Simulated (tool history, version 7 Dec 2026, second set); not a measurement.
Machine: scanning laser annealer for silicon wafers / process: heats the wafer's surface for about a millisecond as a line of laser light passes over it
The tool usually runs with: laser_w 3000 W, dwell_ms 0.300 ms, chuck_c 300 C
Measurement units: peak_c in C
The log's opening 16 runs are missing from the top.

run 17 hour=794.1 | laser_w=3000 dwell_ms=0.300 chuck_c=300 | peak_c=1086
run 18 hour=823.0 | laser_w=3000 dwell_ms=0.253 chuck_c=300 | peak_c=1031
run 19 hour=892.6 | laser_w=3000 dwell_ms=0.253 chuck_c=331 | peak_c=1060
run 20 hour=950.7 | laser_w=3000 dwell_ms=0.253 chuck_c=331 | peak_c=1062
run 21 hour=1005.9 | laser_w=3000 dwell_ms=0.253 chuck_c=331 | peak_c=1059
run 22 hour=1072.0 | laser_w=3055 dwell_ms=0.300 chuck_c=305 | peak_c=1111
run 23 hour=1103.0 | laser_w=2693 dwell_ms=0.300 chuck_c=307 | peak_c=993
run 24 hour=1158.1 | laser_w=2693 dwell_ms=0.300 chuck_c=307 | peak_c=990
run 25 hour=1199.3 | laser_w=3000 dwell_ms=0.300 chuck_c=283 | peak_c=1071
run 26 hour=1261.1 | laser_w=2886 dwell_ms=0.235 chuck_c=300 | peak_c=970
run 27 hour=1298.2 | laser_w=2886 dwell_ms=0.235 chuck_c=300 | peak_c=971
run 28 hour=1341.0 | laser_w=2886 dwell_ms=0.274 chuck_c=300 | peak_c=1017
run 29 hour=1388.5 | laser_w=2826 dwell_ms=0.270 chuck_c=298 | peak_c=994
run 30 hour=1418.2 | laser_w=2826 dwell_ms=0.270 chuck_c=298 | peak_c=992
run 31 hour=1464.9 | laser_w=3000 dwell_ms=0.266 chuck_c=300 | peak_c=1044
run 32 hour=1508.2 | laser_w=3000 dwell_ms=0.266 chuck_c=300 | peak_c=1046
run 33 hour=1557.2 | laser_w=3000 dwell_ms=0.300 chuck_c=289 | peak_c=1078
run 34 hour=1586.6 | laser_w=3000 dwell_ms=0.300 chuck_c=289 | peak_c=1074
run 35 hour=1628.6 | laser_w=3000 dwell_ms=0.300 chuck_c=289 | peak_c=1074
run 36 hour=1676.7 | laser_w=3074 dwell_ms=0.278 chuck_c=332 | peak_c=1116
run 37 hour=1713.2 | laser_w=3287 dwell_ms=0.278 chuck_c=332 | peak_c=1185
run 38 hour=1766.0 | laser_w=2788 dwell_ms=0.350 chuck_c=316 | peak_c=1081
run 39 hour=1799.8 | laser_w=2932 dwell_ms=0.350 chuck_c=270 | peak_c=1084
run 40 hour=1853.4 | laser_w=2932 dwell_ms=0.350 chuck_c=270 | peak_c=1088
run 41 hour=1917.6 | laser_w=3240 dwell_ms=0.375 chuck_c=328 | peak_c=1288

What if the next run were any one of these 3? Each begins from the tool's condition after run 41:
run A hour=1974.1 | laser_w=2802 dwell_ms=0.214 chuck_c=313 | peak_c=?
run B hour=1974.1 | laser_w=3093 dwell_ms=0.291 chuck_c=330 | peak_c=?
run C hour=1974.1 | laser_w=3109 dwell_ms=0.320 chuck_c=281 | peak_c=?

run=A peak_c=932
run=B peak_c=1133
run=C peak_c=1129
The same runs, with their run-to-run variation unchanged, on a tool lacking any hidden condition would have given:
run=A peak_c=933
run=B peak_c=1134
run=C peak_c=1130

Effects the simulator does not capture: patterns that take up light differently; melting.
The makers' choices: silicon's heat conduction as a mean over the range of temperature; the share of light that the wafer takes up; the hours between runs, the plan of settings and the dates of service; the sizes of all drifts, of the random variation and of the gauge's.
